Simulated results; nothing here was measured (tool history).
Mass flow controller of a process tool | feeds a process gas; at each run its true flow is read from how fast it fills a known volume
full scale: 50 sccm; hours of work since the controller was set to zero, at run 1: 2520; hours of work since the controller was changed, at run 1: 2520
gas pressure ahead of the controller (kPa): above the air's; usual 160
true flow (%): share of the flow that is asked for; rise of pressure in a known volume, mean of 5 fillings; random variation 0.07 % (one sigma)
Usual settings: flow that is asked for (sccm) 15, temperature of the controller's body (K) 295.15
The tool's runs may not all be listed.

run	hour	flow that is asked for (sccm)	gas pressure ahead of the controller (kPa)	temperature of the controller's body (K)	hours of work since the controller was set to zero	hours of work since the controller was changed	true flow (%)
1	0.0	15	160	295.15	2520	2520	100.16
2	68.3	15	160	295.15	2569	2569	100.33
3	169.5	15	160	295.15	2640	2640	100.30
4	259.4	15	160	295.15	2704	2704	100.38
5	339.8	15	160	295.15	2761	2761	100.46
6	445.9	15	259	295.15	2836	2836	100.98
7	546.5	9	160	295.15	2907	2907	101.42
8	631.7	9	160	295.15	2967	2967	101.26
9	766.3	9	160	295.15	3063	3063	101.45
10	835.1	9	160	295.15	3111	3111	101.51
11	915.3	9	160	295.15	3168	3168	101.41
12	982.4	23	150	309.15	3216	3216	101.06
13	1085.8	29	248	303.15	3289	3289	101.31
14	1189.7	7	210	303.15	3362	3362	103.09
15	1315.9	6	261	296.15	3452	3452	103.84
16	1391.3	6	261	296.15	3505	3505	103.80

Forecast run 17:
17	1539.1	6	245	293.15	3610	3610	?

{"run 17": {"true flow (%)": 103.73}}
Without the tool's hidden state the same run would have given true flow (%) 98.10.
